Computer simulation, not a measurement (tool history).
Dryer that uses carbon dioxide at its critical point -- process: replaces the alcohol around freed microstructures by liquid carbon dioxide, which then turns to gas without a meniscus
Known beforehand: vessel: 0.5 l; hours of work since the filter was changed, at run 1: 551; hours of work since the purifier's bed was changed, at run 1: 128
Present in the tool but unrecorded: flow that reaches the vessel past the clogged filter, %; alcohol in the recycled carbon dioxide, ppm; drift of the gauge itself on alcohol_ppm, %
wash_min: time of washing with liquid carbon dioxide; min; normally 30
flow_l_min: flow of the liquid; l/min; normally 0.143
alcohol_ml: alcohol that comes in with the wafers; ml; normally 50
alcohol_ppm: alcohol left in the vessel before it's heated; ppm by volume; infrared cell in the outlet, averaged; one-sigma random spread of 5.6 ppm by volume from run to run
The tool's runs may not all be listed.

run	hour	wash_min	flow_l_min	alcohol_ml	hours of work since the filter was changed	hours of work since the purifier's bed was changed	alcohol_ppm
1	0	30	0.143	50	551	128	392
2	9.9	30	0.143	50	555	132	381
3	21.3	30	0.218	50	559	137	42
4	28.1	30	0.218	50	562	140	38
5	36.7	30	0.218	50	566	143	49
6	45	27	0.218	50	569	147	75
# hour 46.7: inlet filter changed
7	50.9	27	0.218	50	2	149	39
8	60	30	0.143	50	5	152	178
9	65.7	30	0.143	50	8	155	175
10	74.9	30	0.143	50	11	158	182
11	80.4	30	0.143	50	14	161	177
12	88.6	30	0.143	20	17	164	85
13	97.1	30	0.115	50	20	167	581
14	104.3	30	0.115	50	23	170	582
15	112	30	0.115	50	27	173	585
16	116.9	28	0.115	50	29	175	791
17	127.9	28	0.115	50	33	180	818
18	137.9	28	0.115	114	37	184	1874
19	147.3	30	0.143	50	41	188	200
20	158.7	30	0.143	54	46	192	197
21	168.5	30	0.143	50	50	196	187
22	179.6	30	0.143	50	54	201	193
23	191.7	30	0.127	70	59	206	499
24	203.2	26	0.094	70	64	211	3641
25	214.1	26	0.094	70	68	215	3656
26	223.2	26	0.094	70	72	219	3606
27	232.9	34	0.156	28	76	223	47
28	240.3	34	0.156	28	79	226	46
29	245.7	23	0.204	21	81	228	66
30	253.5	37	0.124	78	84	231	188
31	259.1	28	0.096	78	86	233	2815
32	268.8	19	0.09	20	90	237	3161
33	274.7	19	0.09	20	93	240	3047
34	282.4	18	0.131	50	96	243	3140
35	291.1	20	0.219	21	100	246	101
36	298.3	20	0.122	21	102	249	1162
37	309.9	31	0.242	101	107	254	32
38	315.2	33	0.199	74	109	256	41
39	325.4	21	0.199	24	113	260	136
40	333.9	35	0.143	38	117	264	77
41	344.7	31	0.087	46	121	268	1705

Run 42 comes next. What will it give?
42	355.3	31	0.087	46	126	273	?

alcohol_ppm: 1681 ppm by volume
The same run, on a tool lacking any hidden state, would have yielded alcohol_ppm 1489 ppm by volume.
